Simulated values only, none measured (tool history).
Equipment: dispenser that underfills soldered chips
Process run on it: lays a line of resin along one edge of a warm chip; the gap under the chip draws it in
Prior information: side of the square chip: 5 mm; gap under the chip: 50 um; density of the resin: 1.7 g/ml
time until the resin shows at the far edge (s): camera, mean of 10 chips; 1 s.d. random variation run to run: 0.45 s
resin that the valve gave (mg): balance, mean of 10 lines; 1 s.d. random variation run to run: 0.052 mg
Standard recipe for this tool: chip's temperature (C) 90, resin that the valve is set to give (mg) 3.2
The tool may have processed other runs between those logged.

run	hour	chip's temperature (C)	resin that the valve is set to give (mg)	time until the resin shows at the far edge (s)	resin that the valve gave (mg)
1	0	90	3.2	33.2	3.17
2	4.7	90	3.2	37.7	3.12
# hour 9.5: new syringe of resin
3	13.4	90	3.2	36.5	3.05
# hour 19.1: new syringe of resin
4	20.8	90	3.2	35.4	2.98
5	27	94	3.2	34	2.97
# hour 28.6: new syringe of resin
6	32.2	94	3.2	31.3	2.99
# hour 38.2: new syringe of resin
7	40	94	3.2	29.4	2.98
8	46.1	90	2.77	42.7	2.5
# hour 48.1: new syringe of resin
9	54.2	90	2.77	39.7	2.52
# hour 57.9: new syringe of resin
10	61.9	90	2.77	39.8	2.52
11	66.4	90	2.77	44.5	2.54
# hour 68.1: new syringe of resin
12	73.3	90	2.77	39.6	2.51
# hour 77.7: new syringe of resin
13	82.2	90	2.77	39.7	2.49
14	86.5	90	2.77	43.7	2.59
# hour 87.2: new syringe of resin
15	94.3	90	2.77	42.4	2.49
# hour 96.9: new syringe of resin
16	98.2	90	2.77	36.5	2.41
17	102.4	90	2.77	41	2.42
# hour 106.4: new syringe of resin
18	109	90	2.94	36.6	2.62
# hour 112.4: dispensing valve cleaned and set on the balance
19	114.2	98	3.2	27.9	3.15
# hour 117.1: new syringe of resin
20	122.5	83	2.77	54	2.75
# hour 126.8: new syringe of resin
21	128.7	88	3.03	38.3	2.92
# hour 136.6: new syringe of resin
22	137	79	3.2	56.1	3.27
23	142.7	90	3.48	37.5	3.35
# hour 146.5: new syringe of resin
24	147.2	104	2.95	18	2.77
25	155.6	79	3.86	67.1	3.75
# hour 156.7: new syringe of resin
26	164.3	79	3.86	65.7	3.67
# hour 166.8: new syringe of resin
27	173.2	102	3.01	23.2	2.97
# hour 176.9: new syringe of resin
28	182.3	101	3.34	22.7	3.25
# hour 186.9: new syringe of resin
29	187.2	94	3.2	27.9	2.95
30	195.1	90	3.88	41.3	3.67
# hour 197: new syringe of resin
31	200.6	96	4.07	26.9	3.89
# hour 206.6: new syringe of resin
32	209.8	92	3.25	33	3.12
# hour 216.6: new syringe of resin
33	217.4	88	2.71	38.2	2.51
34	223.6	99	3.65	25.4	3.44
# hour 226.6: new syringe of resin
35	231.6	99	3.65	24.4	3.33

Each row is a separate what-if for the run after 35, all from the same tool condition, not one after another. Results?
# hour 236.7: new syringe of resin
A	237	103	3.04	?	?
# hour 236.7: new syringe of resin
B	237	96	2.79	?	?
# hour 236.7: new syringe of resin
C	237	97	3.65	?	?

run	time until the resin shows at the far edge (s)	resin that the valve gave (mg)
A	19	2.78
B	26.3	2.63
C	23.6	3.34
What these runs would have given with no unlogged condition in the tool:
run	time until the resin shows at the far edge (s)	resin that the valve gave (mg)
A	18.9	3.03
B	26.1	2.86
C	23.9	3.63

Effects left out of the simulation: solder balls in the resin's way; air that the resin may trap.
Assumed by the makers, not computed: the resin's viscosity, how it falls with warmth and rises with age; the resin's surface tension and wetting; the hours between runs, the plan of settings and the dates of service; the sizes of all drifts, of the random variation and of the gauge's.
